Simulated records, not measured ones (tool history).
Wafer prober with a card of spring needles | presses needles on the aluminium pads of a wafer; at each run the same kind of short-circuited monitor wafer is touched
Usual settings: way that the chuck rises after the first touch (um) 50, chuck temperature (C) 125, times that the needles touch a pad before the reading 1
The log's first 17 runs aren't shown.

| run | hour | way that the chuck rises after the first touch (um) | chuck temperature (C) | times that the needles touch a pad before the reading | resistance of one needle with its contact and lead (mohm) | way that a needle slides on the pad (um) |
|---|---|---|---|---|---|---|
| 18 | 117.8 | 50 | 125 | 3 | 299 | 10.64 |
|  | 121 | tips cleaned on abrasive film |
| 19 | 127.5 | 48 | 45 | 1 | 370 | 10.2 |
| 20 | 133.6 | 39 | 34 | 1 | 526 | 8.3 |
|  | 134.5 | tips cleaned on abrasive film |
| 21 | 144.4 | 39 | 34 | 1 | 487 | 8.28 |
|  | 148.5 | tips cleaned on abrasive film |
| 22 | 155 | 42 | 53 | 1 | 404 | 8.91 |
|  | 162.1 | tips cleaned on abrasive film |
| 23 | 165.6 | 42 | 42 | 1 | 344 | 8.87 |
| 24 | 175.3 | 40 | 46 | 2 | 399 | 8.44 |
|  | 176.1 | tips cleaned on abrasive film |
| 25 | 183.5 | 68 | 31 | 2 | 267 | 14.48 |
|  | 189.6 | tips cleaned on abrasive film |
| 26 | 191.5 | 46 | 32 | 2 | 270 | 9.74 |
| 27 | 200.3 | 37 | 62 | 1 | 531 | 7.74 |
|  | 203.4 | tips cleaned on abrasive film |
| 28 | 209.9 | 37 | 62 | 1 | 469 | 7.58 |
| 29 | 215.7 | 37 | 62 | 1 | 552 | 7.72 |
|  | 217.3 | tips cleaned on abrasive film |
| 30 | 223.8 | 37 | 62 | 1 | 470 | 7.66 |
| 31 | 229.2 | 50 | 62 | 1 | 406 | 10.55 |
|  | 231 | tips cleaned on abrasive film |
| 32 | 235.8 | 38 | 62 | 1 | 433 | 7.83 |
| 33 | 240.6 | 69 | 62 | 1 | 322 | 14.74 |
|  | 244.6 | tips cleaned on abrasive film |
| 34 | 250.8 | 50 | 62 | 1 | 365 | 10.45 |
|  | 258.1 | tips cleaned on abrasive film |
| 35 | 260.4 | 50 | 84 | 1 | 304 | 10.54 |

Forecast each of these 3 alternatives for the next run:
| A | 269 | 58 | 125 | 1 | ? | ? |
| B | 269 | 43 | 76 | 2 | ? | ? |
| C | 269 | 45 | 38 | 1 | ? | ? |

| run | resistance of one needle with its contact and lead (mohm) | way that a needle slides on the pad (um) |
|---|---|---|
| A | 370 | 12.17 |
| B | 378 | 8.93 |
| C | 452 | 9.43 |
Without the tool's hidden state the same runs would have given:
| run | resistance of one needle with its contact and lead (mohm) | way that a needle slides on the pad (um) |
|---|---|---|
| A | 238 | 12.58 |
| B | 232 | 9.34 |
| C | 218 | 9.84 |

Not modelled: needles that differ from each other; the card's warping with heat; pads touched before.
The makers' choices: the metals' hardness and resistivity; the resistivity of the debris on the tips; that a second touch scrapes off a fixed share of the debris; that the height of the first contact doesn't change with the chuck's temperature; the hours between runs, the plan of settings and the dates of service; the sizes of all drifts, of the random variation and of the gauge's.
